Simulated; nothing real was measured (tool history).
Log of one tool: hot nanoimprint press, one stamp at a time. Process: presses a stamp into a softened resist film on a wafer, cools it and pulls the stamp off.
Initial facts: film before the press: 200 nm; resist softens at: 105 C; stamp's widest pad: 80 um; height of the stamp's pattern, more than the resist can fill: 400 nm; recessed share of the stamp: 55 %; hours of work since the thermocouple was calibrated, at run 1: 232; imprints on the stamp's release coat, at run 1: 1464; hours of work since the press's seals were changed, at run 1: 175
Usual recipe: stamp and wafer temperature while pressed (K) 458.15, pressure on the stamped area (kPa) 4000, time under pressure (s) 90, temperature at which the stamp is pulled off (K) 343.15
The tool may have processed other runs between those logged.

| run | day | stamp and wafer temperature while pressed (K) | pressure on the stamped area (kPa) | time under pressure (s) | temperature at which the stamp is pulled off (K) | hours of work since the thermocouple was calibrated | imprints on the stamp's release coat | hours of work since the press's seals were changed | resist left under the stamp's widest pad (nm) | greatest force while the stamp is pulled off (N) |
|---|---|---|---|---|---|---|---|---|---|---|
| 1 | 0.000 | 458.15 | 4000 | 90 | 343.15 | 232 | 1464 | 175 | 112.7 | 150 |
| 2 | 0.200 | 458.15 | 4000 | 90 | 343.15 | 235 | 1482 | 178 | 112.6 | 152 |
| 3 | 0.458 | 458.15 | 4000 | 90 | 345.15 | 238 | 1505 | 181 | 112.5 | 148 |
| 4 | 0.875 | 458.15 | 4000 | 90 | 345.15 | 244 | 1541 | 186 | 112.4 | 147 |
| 5 | 1.142 | 458.15 | 4000 | 90 | 345.15 | 247 | 1565 | 190 | 112.4 | 143 |
| 6 | 1.496 | 458.15 | 4000 | 90 | 345.15 | 252 | 1596 | 194 | 112.3 | 150 |
| 7 | 1.688 | 458.15 | 4000 | 90 | 345.15 | 254 | 1613 | 197 | 112.6 | 150 |
| 8 | 1.888 | 458.15 | 4000 | 90 | 343.15 | 257 | 1630 | 199 | 112.3 | 150 |
| 9 | 2.171 | 458.15 | 5330 | 90 | 343.15 | 260 | 1655 | 203 | 96.0 | 154 |
| 10 | 2.579 | 458.15 | 5330 | 90 | 343.15 | 266 | 1691 | 208 | 96.4 | 151 |
| 11 | 2.800 | 458.15 | 5330 | 90 | 343.15 | 268 | 1711 | 211 | 96.4 | 150 |
| 12 | 2.996 | 458.15 | 4000 | 90 | 343.15 | 271 | 1728 | 214 | 112.7 | 157 |
| 13 | 3.233 | 458.15 | 4000 | 90 | 343.15 | 274 | 1749 | 217 | 112.6 | 149 |
| 14 | 3.650 | 458.15 | 4000 | 90 | 343.15 | 279 | 1786 | 222 | 112.9 | 148 |
| 15 | 3.946 | 458.15 | 4000 | 90 | 341.15 | 283 | 1812 | 226 | 112.5 | 156 |
| 16 | 4.138 | 469.15 | 4950 | 97 | 341.15 | 286 | 1829 | 228 | 78.1 | 161 |
| 17 | 4.512 | 469.15 | 4950 | 78 | 331.15 | 290 | 1862 | 233 | 83.7 | 184 |
| 18 | 4.712 | 459.15 | 4140 | 165 | 328.15 | 293 | 1879 | 236 | 89.9 | 181 |
| 19 | 5.146 | 448.15 | 5240 | 168 | 346.15 | 298 | 1917 | 241 | 100.6 | 149 |
| 20 | 5.538 | 460.15 | 2570 | 90 | 343.15 | 303 | 1952 | 246 | 133.8 | 157 |
| 21 | 5.925 | 450.15 | 2910 | 63 | 343.15 | 308 | 1986 | 251 | 159.5 | 148 |
| 22 | 6.117 | 464.15 | 2700 | 55 | 337.15 | 311 | 2003 | 254 | 138.6 | 167 |
| 23 | 6.508 | 464.15 | 2700 | 87 | 337.15 | 316 | 2037 | 259 | 123.5 | 170 |
| 24 | 6.958 | 464.15 | 2700 | 87 | 337.15 | 322 | 2077 | 264 | 123.5 | 170 |
|  | 7.179 | plate thermocouple calibrated |
| 25 | 7.333 | 458.15 | 4000 | 90 | 335.15 | 2 | 2099 | 268 | 112.8 | 168 |
| 26 | 7.642 | 458.15 | 4280 | 90 | 351.15 | 6 | 2126 | 272 | 108.9 | 138 |
| 27 | 8.108 | 452.15 | 5800 | 90 | 343.15 | 12 | 2167 | 278 | 104.9 | 154 |
| 28 | 8.429 | 452.15 | 5800 | 90 | 343.15 | 16 | 2195 | 282 | 104.8 | 155 |
| 29 | 8.821 | 452.15 | 5800 | 90 | 343.15 | 21 | 2230 | 287 | 104.6 | 157 |

Below are 4 alternative next runs, each starting from the tool's condition after run 29. Predict each:
| A | 9.067 | 458.15 | 2970 | 90 | 329.15 | 24 | 2251 | 290 | ? | ? |
| B | 9.067 | 447.15 | 5800 | 173 | 338.15 | 24 | 2251 | 290 | ? | ? |
| C | 9.067 | 458.15 | 3400 | 90 | 343.15 | 24 | 2251 | 290 | ? | ? |
| D | 9.067 | 458.15 | 3920 | 90 | 343.15 | 24 | 2251 | 290 | ? | ? |

| run | resist left under the stamp's widest pad (nm) | greatest force while the stamp is pulled off (N) |
|---|---|---|
| A | 130.0 | 176 |
| B | 96.6 | 158 |
| C | 122.0 | 153 |
| D | 113.5 | 152 |
The same runs, with their run-to-run variation unchanged, on a tool lacking any hidden condition would have given:
| run | resist left under the stamp's widest pad (nm) | greatest force while the stamp is pulled off (N) |
|---|---|---|
| A | 130.0 | 174 |
| B | 96.6 | 157 |
| C | 122.0 | 151 |
| D | 113.5 | 150 |
